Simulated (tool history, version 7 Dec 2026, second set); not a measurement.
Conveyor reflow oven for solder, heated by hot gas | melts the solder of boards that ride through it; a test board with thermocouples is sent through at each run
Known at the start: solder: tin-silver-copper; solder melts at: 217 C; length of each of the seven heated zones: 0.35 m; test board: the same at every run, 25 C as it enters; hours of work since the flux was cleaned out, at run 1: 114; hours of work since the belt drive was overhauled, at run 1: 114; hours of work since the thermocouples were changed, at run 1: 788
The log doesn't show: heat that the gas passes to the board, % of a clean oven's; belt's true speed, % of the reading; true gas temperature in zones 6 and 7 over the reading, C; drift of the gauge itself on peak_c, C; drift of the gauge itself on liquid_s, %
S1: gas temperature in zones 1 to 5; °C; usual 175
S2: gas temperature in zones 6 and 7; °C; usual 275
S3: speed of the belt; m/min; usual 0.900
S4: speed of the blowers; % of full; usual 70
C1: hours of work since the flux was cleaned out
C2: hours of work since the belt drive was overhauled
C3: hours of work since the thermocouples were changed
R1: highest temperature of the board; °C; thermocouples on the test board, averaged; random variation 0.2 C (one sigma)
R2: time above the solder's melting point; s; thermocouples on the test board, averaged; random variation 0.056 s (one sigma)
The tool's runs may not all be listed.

| run | hour | S1 | S2 | S3 | S4 | C1 | C2 | C3 | R1 | R2 |
|---|---|---|---|---|---|---|---|---|---|---|
| 1 | 0.0 | 175 | 275 | 0.900 | 70 | 114 | 114 | 788 | 254.4 | 35.81 |
| 2 | 32.2 | 175 | 275 | 0.900 | 70 | 135 | 135 | 809 | 254.0 | 35.72 |
| 3 | 95.5 | 175 | 275 | 0.900 | 70 | 175 | 175 | 849 | 254.0 | 35.73 |
| 4 | 157.6 | 175 | 275 | 0.900 | 70 | 215 | 215 | 889 | 253.8 | 35.54 |
| 5 | 218.4 | 175 | 267 | 0.900 | 70 | 254 | 254 | 928 | 246.8 | 32.25 |
|  | 239.9 | flux residue cleaned out of gas plates and filters |
| 6 | 262.9 | 175 | 275 | 0.900 | 68 | 15 | 279 | 953 | 254.0 | 35.55 |
| 7 | 314.5 | 175 | 275 | 0.900 | 68 | 48 | 312 | 986 | 253.6 | 35.56 |
| 8 | 354.8 | 175 | 275 | 0.900 | 68 | 74 | 338 | 1012 | 253.2 | 35.52 |
| 9 | 417.4 | 175 | 275 | 0.900 | 68 | 114 | 378 | 1052 | 252.7 | 35.40 |
| 10 | 462.5 | 175 | 275 | 0.900 | 77 | 143 | 407 | 1081 | 255.9 | 36.58 |
| 11 | 540.6 | 180 | 275 | 0.900 | 70 | 193 | 457 | 1131 | 254.4 | 37.18 |
| 12 | 619.2 | 184 | 289 | 0.873 | 70 | 243 | 508 | 1182 | 267.7 | 44.19 |
|  | 637.7 | thermocouples of zones 6 and 7 changed |
|  | 654.1 | flux residue cleaned out of gas plates and filters |
| 13 | 687.3 | 175 | 288 | 0.903 | 70 | 21 | 547 | 29 | 268.4 | 41.01 |
| 14 | 765.9 | 175 | 275 | 0.900 | 82 | 72 | 597 | 79 | 259.8 | 38.73 |
| 15 | 820.6 | 175 | 275 | 0.900 | 82 | 107 | 632 | 114 | 260.2 | 38.67 |
| 16 | 873.4 | 163 | 278 | 0.797 | 53 | 141 | 666 | 148 | 255.6 | 38.58 |
| 17 | 912.6 | 183 | 289 | 0.949 | 55 | 166 | 691 | 173 | 262.2 | 38.40 |
| 18 | 969.7 | 183 | 289 | 0.949 | 55 | 202 | 728 | 210 | 262.3 | 38.44 |
| 19 | 1007.8 | 183 | 289 | 0.949 | 55 | 227 | 752 | 234 | 262.2 | 38.36 |

Run 20 comes next. What will it give?
|  | 1071.2 | flux residue cleaned out of gas plates and filters |
| 20 | 1071.4 | 175 | 275 | 0.874 | 70 | 0 | 790 | 272 | ? | ? |

R1: 257.8 °C
R2: 38.88 s
Without the tool's hidden state the same run would have given R1 258.0 °C, R2 38.44 s.
